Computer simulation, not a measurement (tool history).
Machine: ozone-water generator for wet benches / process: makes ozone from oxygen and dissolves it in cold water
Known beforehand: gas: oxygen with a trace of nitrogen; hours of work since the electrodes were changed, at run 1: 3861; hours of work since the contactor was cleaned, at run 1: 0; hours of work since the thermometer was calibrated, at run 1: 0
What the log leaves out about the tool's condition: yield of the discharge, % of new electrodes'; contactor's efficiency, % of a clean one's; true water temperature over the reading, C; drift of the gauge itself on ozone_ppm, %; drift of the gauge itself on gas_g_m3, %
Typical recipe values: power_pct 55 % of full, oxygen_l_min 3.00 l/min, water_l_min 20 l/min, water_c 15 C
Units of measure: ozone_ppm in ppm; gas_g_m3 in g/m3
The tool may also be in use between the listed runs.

run,hour,power_pct,oxygen_l_min,water_l_min,water_c,hours of work since the electrodes were changed,hours of work since the contactor was cleaned,hours of work since the thermometer was calibrated,ozone_ppm,gas_g_m3
1,0.0,55,3.00,20,15,3861,0,0,16.7,184.9
2,87.2,55,3.00,20,22,3926,65,65,15.1,184.1
3,185.0,55,3.00,20,22,4000,139,139,15.4,184.9
4,254.2,55,3.00,20,22,4052,191,191,15.5,183.4
5,409.1,55,3.00,20,15,4168,307,307,16.5,184.4
6,569.8,55,3.00,20,16,4289,428,428,16.3,184.9
7,645.1,55,3.57,20,15,4345,484,484,17.5,170.9
8,772.9,55,3.57,20,15,4441,580,580,17.1,171.0
9,842.4,55,3.00,20,15,4494,633,633,16.4,184.4
10,986.2,55,4.29,20,15,4601,741,741,18.0,158.2
11,1075.4,95,3.46,19,16,4669,808,808,28.5,278.0
12,1189.8,95,3.46,19,16,4754,893,893,28.2,280.6
13,1306.4,95,3.46,19,16,4842,981,981,28.2,280.9
14,1450.8,55,2.36,20,15,4950,1089,1089,15.4,209.0
15,1565.4,55,2.36,23,15,5036,1175,1175,13.5,210.4
16,1695.0,42,1.76,20,15,5134,1273,1273,11.2,190.7
17,1806.2,44,1.76,16,15,5217,1356,1356,14.1,199.3
# hour 1863.0: gauge calibrated
18,1888.0,44,1.76,16,15,5279,1418,1418,14.4,193.3
19,2043.3,44,1.76,16,15,5395,1534,1534,14.4,193.9

Forecast each of these 5 alternatives for the next run:
A,2190.0,44,3.80,12,15,5505,1644,1644,?,?
B,2190.0,79,1.62,20,14,5505,1644,1644,?,?
C,2190.0,55,1.61,26,15,5505,1644,1644,?,?
D,2190.0,55,4.82,20,22,5505,1644,1644,?,?
E,2190.0,55,3.00,20,17,5505,1644,1644,?,?

run,ozone_ppm,gas_g_m3
A,20.8,138.9
B,18.8,333.0
C,10.5,245.2
D,16.7,147.6
E,16.2,184.7
Had the tool no hidden state, the same runs would have come out as:
run,ozone_ppm,gas_g_m3
A,20.8,138.3
B,18.8,331.6
C,10.5,244.1
D,16.7,147.0
E,16.2,183.9

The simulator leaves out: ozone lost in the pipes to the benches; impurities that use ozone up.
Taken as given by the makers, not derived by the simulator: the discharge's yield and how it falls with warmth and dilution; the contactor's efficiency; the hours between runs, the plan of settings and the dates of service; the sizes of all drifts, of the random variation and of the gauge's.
